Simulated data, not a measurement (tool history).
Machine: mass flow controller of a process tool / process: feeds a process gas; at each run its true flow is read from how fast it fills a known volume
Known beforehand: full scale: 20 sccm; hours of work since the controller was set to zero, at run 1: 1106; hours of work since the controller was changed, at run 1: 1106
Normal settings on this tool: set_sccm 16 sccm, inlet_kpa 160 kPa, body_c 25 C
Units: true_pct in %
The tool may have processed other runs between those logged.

| run | hour | set_sccm | inlet_kpa | body_c | hours of work since the controller was set to zero | hours of work since the controller was changed | true_pct |
|---|---|---|---|---|---|---|---|
| 1 | 0.0 | 16 | 160 | 25 | 1106 | 1106 | 99.29 |
| 2 | 209.7 | 16 | 160 | 25 | 1241 | 1241 | 99.33 |
| 3 | 683.7 | 16 | 160 | 25 | 1546 | 1546 | 99.32 |
| 4 | 932.9 | 16 | 160 | 25 | 1707 | 1707 | 99.23 |
| 5 | 1284.4 | 20 | 160 | 25 | 1933 | 1933 | 99.47 |
| 6 | 1590.4 | 20 | 160 | 25 | 2130 | 2130 | 99.54 |
| 7 | 1949.0 | 20 | 160 | 25 | 2361 | 2361 | 99.52 |
| 8 | 2194.6 | 20 | 160 | 25 | 2520 | 2520 | 99.47 |
| 9 | 2429.3 | 20 | 160 | 25 | 2671 | 2671 | 99.39 |
| 10 | 2651.3 | 20 | 160 | 25 | 2814 | 2814 | 99.47 |
| 11 | 3104.7 | 20 | 160 | 25 | 3106 | 3106 | 99.39 |
| 12 | 3426.7 | 4 | 160 | 25 | 3313 | 3313 | 99.76 |
| 13 | 3635.4 | 2 | 160 | 25 | 3448 | 3448 | 102.28 |
| 14 | 3941.3 | 16 | 160 | 34 | 3645 | 3645 | 99.20 |
| 15 | 4178.6 | 16 | 160 | 34 | 3798 | 3798 | 99.16 |
|  | 4517.0 | controller's zero set anew |
| 16 | 4547.6 | 17 | 160 | 34 | 20 | 4035 | 98.71 |
| 17 | 4965.6 | 17 | 160 | 34 | 289 | 4305 | 98.51 |
| 18 | 5378.7 | 16 | 162 | 25 | 555 | 4571 | 98.21 |
| 19 | 5730.1 | 16 | 162 | 25 | 782 | 4797 | 98.12 |
| 20 | 6054.3 | 16 | 160 | 25 | 990 | 5006 | 98.10 |
| 21 | 6324.0 | 16 | 160 | 25 | 1164 | 5180 | 98.07 |
| 22 | 6609.9 | 16 | 160 | 25 | 1348 | 5364 | 98.11 |
| 23 | 6930.4 | 16 | 160 | 25 | 1555 | 5571 | 97.92 |
| 24 | 7154.1 | 16 | 160 | 36 | 1699 | 5715 | 98.22 |
| 25 | 7519.0 | 16 | 160 | 36 | 1934 | 5950 | 98.28 |
| 26 | 7789.4 | 3 | 160 | 32 | 2108 | 6124 | 98.96 |
| 27 | 8290.4 | 3 | 160 | 32 | 2431 | 6447 | 98.98 |
| 28 | 8738.5 | 3 | 196 | 37 | 2720 | 6735 | 99.60 |
| 29 | 9120.9 | 6 | 226 | 37 | 2966 | 6982 | 98.76 |
| 30 | 9520.7 | 5 | 192 | 26 | 3224 | 7239 | 98.44 |
| 31 | 9944.6 | 4 | 239 | 39 | 3497 | 7512 | 99.85 |
| 32 | 10367.1 | 9 | 214 | 25 | 3769 | 7785 | 98.02 |

Estimate the outcome of run 33 from the log above:
| 33 | 10692.1 | 9 | 214 | 25 | 3978 | 7994 | ? |

{"run 33": {"true_pct": 97.88}}
The same run, on a tool lacking any hidden state, would have yielded true_pct 98.89 %.
